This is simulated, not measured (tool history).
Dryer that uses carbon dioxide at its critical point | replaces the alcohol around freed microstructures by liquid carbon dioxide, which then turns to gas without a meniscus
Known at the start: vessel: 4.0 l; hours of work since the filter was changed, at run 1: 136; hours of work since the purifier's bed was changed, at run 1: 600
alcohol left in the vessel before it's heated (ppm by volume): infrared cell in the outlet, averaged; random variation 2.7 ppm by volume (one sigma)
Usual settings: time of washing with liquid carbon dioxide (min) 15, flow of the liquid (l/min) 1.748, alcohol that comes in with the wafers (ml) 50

| run | day | time of washing with liquid carbon dioxide (min) | flow of the liquid (l/min) | alcohol that comes in with the wafers (ml) | hours of work since the filter was changed | hours of work since the purifier's bed was changed | alcohol left in the vessel before it's heated (ppm by volume) |
|---|---|---|---|---|---|---|---|
| 1 | 0 | 15 | 1.748 | 50 | 136 | 600 | 55 |
| 2 | 1.425 | 15 | 1.748 | 50 | 157 | 621 | 60 |
| 3 | 2.467 | 15 | 1.748 | 50 | 173 | 637 | 59 |
| 4 | 4.329 | 15 | 1.6 | 50 | 200 | 664 | 79 |
| 5 | 6.275 | 15 | 1.6 | 50 | 229 | 693 | 81 |
| 6 | 8.029 | 15 | 1.6 | 50 | 255 | 719 | 91 |
| 7 | 9.183 | 15 | 1.6 | 50 | 272 | 736 | 88 |
| 8 | 10.921 | 14 | 1.6 | 50 | 297 | 761 | 120 |
| 9 | 13.217 | 14 | 1.17 | 50 | 331 | 795 | 376 |
| 10 | 15.2 | 16 | 1.748 | 50 | 360 | 825 | 67 |
| 11 | 16.354 | 16 | 1.748 | 50 | 377 | 841 | 68 |
| 12 | 17.592 | 10 | 1.12 | 96 | 396 | 860 | 2202 |
| 13 | 18.896 | 12 | 2.89 | 40 | 415 | 879 | 49 |
| 14 | 19.962 | 16 | 1.27 | 118 | 431 | 895 | 413 |

Some steps in alcohol left in the vessel before it's heated (ppm by volume) between neighbouring runs. How much of each would the tool show without its hidden state too (settings, what came in, random variation), and how much is left for the hidden state, with any gauge scatter that isn't in both results?
The hidden state here: flow that reaches the vessel past the clogged filter, %; alcohol in the recycled carbon dioxide, ppm; drift of the gauge itself on alcohol_ppm, %.
Run 12 -> 13: time of washing with liquid carbon dioxide (min) 10 -> 12, flow of the liquid (l/min) 1.12 -> 2.89, alcohol that comes in with the wafers (ml) 96 -> 40. alcohol left in the vessel before it's heated (ppm by volume) -2153: hidden state -503, all else -1650.

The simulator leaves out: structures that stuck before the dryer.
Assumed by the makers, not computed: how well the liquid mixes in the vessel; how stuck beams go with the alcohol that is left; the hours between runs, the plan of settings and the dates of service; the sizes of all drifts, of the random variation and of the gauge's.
